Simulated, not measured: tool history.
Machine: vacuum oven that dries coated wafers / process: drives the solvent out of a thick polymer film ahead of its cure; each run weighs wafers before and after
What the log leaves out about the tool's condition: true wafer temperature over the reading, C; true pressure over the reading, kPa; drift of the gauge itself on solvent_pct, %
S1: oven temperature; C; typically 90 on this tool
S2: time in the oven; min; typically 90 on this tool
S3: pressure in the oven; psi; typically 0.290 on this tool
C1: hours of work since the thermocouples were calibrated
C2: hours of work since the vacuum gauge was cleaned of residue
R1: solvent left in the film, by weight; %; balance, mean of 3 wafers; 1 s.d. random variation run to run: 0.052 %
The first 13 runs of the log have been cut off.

run   hour   S1   S2     S3   C1   C2    R1
 14  152.5   90   90  0.290  543  283  1.42
 15  162.4   90   99  0.290  547  288  1.23
 16  176.3   86   99  0.373  554  294  2.00
 17  186.2   86   99  0.373  558  299  1.93
 18  201.1   86   99  0.373  565  305  2.01
 19  212.5   77   46  0.238  570  311  6.52
 20  225.0   91   56  0.334  576  316  2.47
 21  241.4   91   56  0.334  583  324  2.62
 22  254.1   81  129  0.786  589  330  3.98
 23  264.4   81  129  0.786  594  334  3.86
 24  275.5   81  129  0.786  599  339  3.83
 25  283.0   81  129  0.786  602  343  3.82
 26  295.3   80  161  0.786  608  348  3.74
 27  303.9   99   50  1.144  612  352  2.98
 28  320.6   99   50  1.144  620  360  3.02
 29  332.6   77   98  0.406  625  366  4.22
 30  348.2  104  148  0.740  632  373  1.27

Branching from run 30: 5 alternative next runs. What would each branch give?
  A  358.8   90  159  0.260  637  377   ?
  B  358.8   90   48  0.203  637  377   ?
  C  358.8   90   90  0.405  637  377   ?
  D  358.8  104  148  0.190  637  377   ?
  E  358.8   81  133  0.644  637  377   ?

run    R1
  A  0.91
  B  3.02
  C  1.66
  D  0.27
  E  3.26
Without the tool's unlogged condition, the same runs would have read:
run    R1
  A  0.91
  B  3.01
  C  1.65
  D  0.27
  E  3.25

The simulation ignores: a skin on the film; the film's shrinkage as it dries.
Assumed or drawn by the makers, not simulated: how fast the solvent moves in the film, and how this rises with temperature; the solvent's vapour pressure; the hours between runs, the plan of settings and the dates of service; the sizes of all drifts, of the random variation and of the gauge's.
